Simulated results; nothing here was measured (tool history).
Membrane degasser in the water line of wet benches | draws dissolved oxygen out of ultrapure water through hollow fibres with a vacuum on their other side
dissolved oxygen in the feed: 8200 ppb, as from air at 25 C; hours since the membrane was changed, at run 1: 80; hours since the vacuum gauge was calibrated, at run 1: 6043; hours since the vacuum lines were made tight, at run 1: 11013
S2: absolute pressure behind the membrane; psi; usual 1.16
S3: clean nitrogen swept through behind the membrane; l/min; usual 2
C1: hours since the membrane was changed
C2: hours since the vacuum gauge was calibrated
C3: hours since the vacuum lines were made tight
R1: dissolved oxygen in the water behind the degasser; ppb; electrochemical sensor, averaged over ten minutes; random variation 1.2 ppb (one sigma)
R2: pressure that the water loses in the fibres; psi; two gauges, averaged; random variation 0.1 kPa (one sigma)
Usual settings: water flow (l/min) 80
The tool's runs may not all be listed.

{"run": 1, "hour": 0.0, "water flow (l/min)": 80, "S2": 1.16, "S3": 2, "C1": 80, "C2": 6043, "C3": 11013, "R1": 372.9, "R2": 5.861}
{"run": 2, "hour": 269.3, "water flow (l/min)": 80, "S2": 1.16, "S3": 2, "C1": 349, "C2": 6312, "C3": 11282, "R1": 375.8, "R2": 5.833}
{"hour": 571.0, "done": "seals of the vacuum lines changed"}
{"run": 3, "hour": 586.3, "water flow (l/min)": 80, "S2": 1.16, "S3": 2, "C1": 664, "C2": 6627, "C3": 15, "R1": 374.4, "R2": 5.828}
{"run": 4, "hour": 871.2, "water flow (l/min)": 80, "S2": 1.16, "S3": 2, "C1": 949, "C2": 6912, "C3": 300, "R1": 375.2, "R2": 5.831}
{"run": 5, "hour": 1120.3, "water flow (l/min)": 80, "S2": 1.16, "S3": 2, "C1": 1198, "C2": 7161, "C3": 549, "R1": 375.2, "R2": 5.838}
{"run": 6, "hour": 1352.6, "water flow (l/min)": 80, "S2": 1.16, "S3": 2, "C1": 1430, "C2": 7394, "C3": 782, "R1": 375.2, "R2": 5.838}
{"run": 7, "hour": 1578.0, "water flow (l/min)": 80, "S2": 1.16, "S3": 2, "C1": 1656, "C2": 7619, "C3": 1007, "R1": 373.7, "R2": 5.819}
{"run": 8, "hour": 1942.8, "water flow (l/min)": 80, "S2": 1.16, "S3": 2, "C1": 2020, "C2": 7984, "C3": 1372, "R1": 374.6, "R2": 5.864}
{"run": 9, "hour": 2141.6, "water flow (l/min)": 80, "S2": 1.16, "S3": 2, "C1": 2219, "C2": 8183, "C3": 1571, "R1": 375, "R2": 5.822}
{"hour": 2174.6, "done": "vacuum gauge calibrated"}
{"run": 10, "hour": 2448.0, "water flow (l/min)": 88, "S2": 1.16, "S3": 2, "C1": 2525, "C2": 273, "C3": 1877, "R1": 405.3, "R2": 6.422}
{"run": 11, "hour": 2764.7, "water flow (l/min)": 127, "S2": 1.62, "S3": 2, "C1": 2842, "C2": 590, "C3": 2193, "R1": 864, "R2": 9.271}
{"run": 12, "hour": 3074.2, "water flow (l/min)": 127, "S2": 1.62, "S3": 2, "C1": 3151, "C2": 900, "C3": 2503, "R1": 867.5, "R2": 9.232}

Run 13 comes next. What will it give?
{"run": 13, "hour": 3390.6, "water flow (l/min)": 127, "S2": 1.62, "S3": 2, "C1": 3468, "C2": 1216, "C3": 2819, "R1": "?", "R2": "?"}

Run 13 gave R1 868.2 ppb, R2 9.278 psi.
Without the tool's hidden state the same run would have given R1 861 ppb, R2 9.277 psi.

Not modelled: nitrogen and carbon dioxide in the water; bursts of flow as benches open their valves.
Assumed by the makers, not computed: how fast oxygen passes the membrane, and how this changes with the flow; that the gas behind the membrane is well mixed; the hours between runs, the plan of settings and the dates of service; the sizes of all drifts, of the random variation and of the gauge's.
